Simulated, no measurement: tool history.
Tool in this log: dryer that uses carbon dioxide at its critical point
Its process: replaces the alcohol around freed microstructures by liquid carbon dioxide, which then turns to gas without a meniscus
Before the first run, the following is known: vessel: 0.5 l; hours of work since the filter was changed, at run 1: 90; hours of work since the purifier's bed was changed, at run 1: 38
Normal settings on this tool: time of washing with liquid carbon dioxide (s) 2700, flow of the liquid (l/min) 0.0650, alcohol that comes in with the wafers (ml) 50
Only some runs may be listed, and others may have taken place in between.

| run | hour | time of washing with liquid carbon dioxide (s) | flow of the liquid (l/min) | alcohol that comes in with the wafers (ml) | hours of work since the filter was changed | hours of work since the purifier's bed was changed | alcohol left in the vessel before it's heated (ppm by volume) |
|---|---|---|---|---|---|---|---|
| 1 | 0.0 | 2700 | 0.0650 | 50 | 90 | 38 | 344 |
| 2 | 7.6 | 3420 | 0.0650 | 50 | 95 | 43 | 102 |
| 3 | 13.5 | 2700 | 0.0750 | 50 | 98 | 47 | 171 |
| 4 | 19.5 | 2700 | 0.0650 | 50 | 102 | 51 | 352 |
| 5 | 33.1 | 2700 | 0.0650 | 50 | 111 | 60 | 348 |
| 6 | 43.4 | 2700 | 0.0485 | 50 | 118 | 67 | 1383 |
| 7 | 55.3 | 3240 | 0.0650 | 50 | 126 | 75 | 129 |
| 8 | 64.6 | 2040 | 0.0650 | 92 | 132 | 81 | 2591 |
| 9 | 76.0 | 2040 | 0.0687 | 119 | 140 | 88 | 2582 |
| 10 | 89.3 | 2040 | 0.0687 | 119 | 148 | 97 | 2631 |
| 11 | 97.2 | 3960 | 0.0405 | 35 | 154 | 102 | 395 |
| 12 | 108.8 | 3960 | 0.0405 | 35 | 161 | 110 | 395 |
| 13 | 119.8 | 2700 | 0.0650 | 38 | 168 | 117 | 324 |

For some of the steps in alcohol left in the vessel before it's heated (ppm by volume) from one run to the next: how much would appear even if the tool had no hidden state, given the settings, what came in and random variation, and how much remains for the hidden state plus any gauge scatter that the measured result and the result without hidden state don't share?
Unlogged tool condition in this case: flow that reaches the vessel past the clogged filter, %; alcohol in the recycled carbon dioxide, ppm; drift of the gauge itself on alcohol_ppm, %.
Run 7 -> 8: time of washing with liquid carbon dioxide (s) 3240 -> 2040, alcohol that comes in with the wafers (ml) 50 -> 92. alcohol left in the vessel before it's heated (ppm by volume) +2462: hidden state +268, all else +2194.
Run 10 -> 11: time of washing with liquid carbon dioxide (s) 2040 -> 3960, flow of the liquid (l/min) 0.0687 -> 0.0405, alcohol that comes in with the wafers (ml) 119 -> 35. alcohol left in the vessel before it's heated (ppm by volume) -2236: hidden state -278, all else -1958.

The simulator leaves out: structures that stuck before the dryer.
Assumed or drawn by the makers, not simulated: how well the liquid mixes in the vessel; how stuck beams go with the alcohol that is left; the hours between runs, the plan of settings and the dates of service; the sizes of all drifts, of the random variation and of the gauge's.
